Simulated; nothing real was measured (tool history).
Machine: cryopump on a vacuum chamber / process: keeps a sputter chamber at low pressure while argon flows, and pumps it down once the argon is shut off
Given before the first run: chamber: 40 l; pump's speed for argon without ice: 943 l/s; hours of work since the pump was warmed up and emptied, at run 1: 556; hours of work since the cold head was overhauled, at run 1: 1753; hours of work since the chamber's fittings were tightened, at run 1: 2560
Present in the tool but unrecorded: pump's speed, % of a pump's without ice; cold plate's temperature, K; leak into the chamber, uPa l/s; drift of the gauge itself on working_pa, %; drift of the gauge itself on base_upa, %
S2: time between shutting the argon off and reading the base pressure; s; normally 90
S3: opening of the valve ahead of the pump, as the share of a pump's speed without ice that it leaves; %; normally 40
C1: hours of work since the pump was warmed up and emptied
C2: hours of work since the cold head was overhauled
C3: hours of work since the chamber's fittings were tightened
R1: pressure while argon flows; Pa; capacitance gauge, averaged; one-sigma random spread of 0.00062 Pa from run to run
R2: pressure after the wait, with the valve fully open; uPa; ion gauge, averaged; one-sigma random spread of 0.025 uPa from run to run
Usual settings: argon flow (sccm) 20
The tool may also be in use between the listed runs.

Run 1, hour 0: usual settings; C1 556; C2 1753; C3 2560. Result: R1 0.0946 Pa, R2 3.36 uPa.
Run 2, hour 109: usual settings; C1 602; C2 1799; C3 2606. Result: R1 0.0964 Pa, R2 3.4 uPa.
Run 3, hour 159.7: usual settings but S3 18 %; C1 623; C2 1820; C3 2627. Result: R1 0.2071 Pa, R2 3.58 uPa.
Run 4, hour 244.9: usual settings; C1 659; C2 1856; C3 2663. Result: R1 0.0973 Pa, R2 3.6 uPa.
Run 5, hour 347.1: usual settings; C1 702; C2 1899; C3 2706. Result: R1 0.0982 Pa, R2 3.55 uPa.
Run 6, hour 433.3: usual settings; C1 739; C2 1935; C3 2743. Result: R1 0.0983 Pa, R2 3.66 uPa.
Run 7, hour 509.7: usual settings; C1 771; C2 1967; C3 2775. Result: R1 0.0983 Pa, R2 3.87 uPa.
Run 8, hour 594.8: usual settings; C1 806; C2 2003; C3 2811. Result: R1 0.0995 Pa, R2 3.81 uPa.
Run 9, hour 655.7: usual settings; C1 832; C2 2029; C3 2836. Result: R1 0.1002 Pa, R2 3.78 uPa.
Run 10, hour 719.5: usual settings; C1 859; C2 2055; C3 2863. Result: R1 0.0995 Pa, R2 4 uPa.
Run 11, hour 793.8: usual settings; C1 890; C2 2087; C3 2894. Result: R1 0.101 Pa, R2 4.05 uPa.
Run 12, hour 895.7: usual settings; C1 933; C2 2130; C3 2937. Result: R1 0.1008 Pa, R2 4.15 uPa.
Run 13, hour 946.7: usual settings but argon flow (sccm) 14, S2 149 s, S3 31 %; C1 954; C2 2151; C3 2959. Result: R1 0.0898 Pa, R2 3.97 uPa.
Run 14, hour 992.8: usual settings but argon flow (sccm) 29, S3 56 %; C1 974; C2 2170; C3 2978. Result: R1 0.1115 Pa, R2 4.19 uPa.
Run 15, hour 1085.6: usual settings but argon flow (sccm) 23; C1 1013; C2 2209; C3 3017. Result: R1 0.1183 Pa, R2 4.33 uPa.
Run 16, hour 1152: usual settings but S2 56 s, S3 17 %; C1 1041; C2 2237; C3 3045. Result: R1 0.2259 Pa, R2 4.71 uPa.
Run 17, hour 1217.4: usual settings but argon flow (sccm) 23, S3 35 %; C1 1068; C2 2265; C3 3072. Result: R1 0.1333 Pa, R2 4.35 uPa.
Run 18, hour 1293.7: usual settings but argon flow (sccm) 10, S3 24 %; C1 1100; C2 2297; C3 3104. Result: R1 0.0824 Pa, R2 4.51 uPa.
Run 19, hour 1372.1: usual settings but argon flow (sccm) 10, S3 24 %; C1 1133; C2 2330; C3 3137. Result: R1 0.0812 Pa, R2 4.45 uPa.
At hour 1459.6: pump warmed up, emptied and cooled again.
Run 20, hour 1486.9: usual settings but argon flow (sccm) 12, S3 18 %; C1 11; C2 2376; C3 3184. Result: R1 0.1185 Pa, R2 3.6 uPa.
Run 21, hour 1584.4: usual settings but S3 20 %; C1 52; C2 2417; C3 3225. Result: R1 0.1796 Pa, R2 3.46 uPa.
Run 22, hour 1691.1: usual settings but S3 20 %; C1 97; C2 2462; C3 3270. Result: R1 0.1806 Pa, R2 3.64 uPa.
Run 23, hour 1777.2: usual settings but S3 20 %; C1 134; C2 2498; C3 3306. Result: R1 0.1816 Pa, R2 3.83 uPa.

Forecast each of these 3 alternatives for the next run:
Run A, hour 1862.9: usual settings but S2 203 s, S3 16 %; C1 170; C2 2534; C3 3342. Result: R1 ?, R2 ?.
Run B, hour 1862.9: usual settings but S3 16 %; C1 170; C2 2534; C3 3342. Result: R1 ?, R2 ?.
Run C, hour 1862.9: usual settings but S2 255 s, S3 54 %; C1 170; C2 2534; C3 3342. Result: R1 ?, R2 ?.

run      R1    R2
  A  0.2248  3.46
  B  0.2275  3.72
  C  0.0687  3.29
Without the tool's unlogged condition, the same runs would have read:
run      R1    R2
  A  0.2223  0.57
  B   0.225  0.91
  C  0.0662  0.52
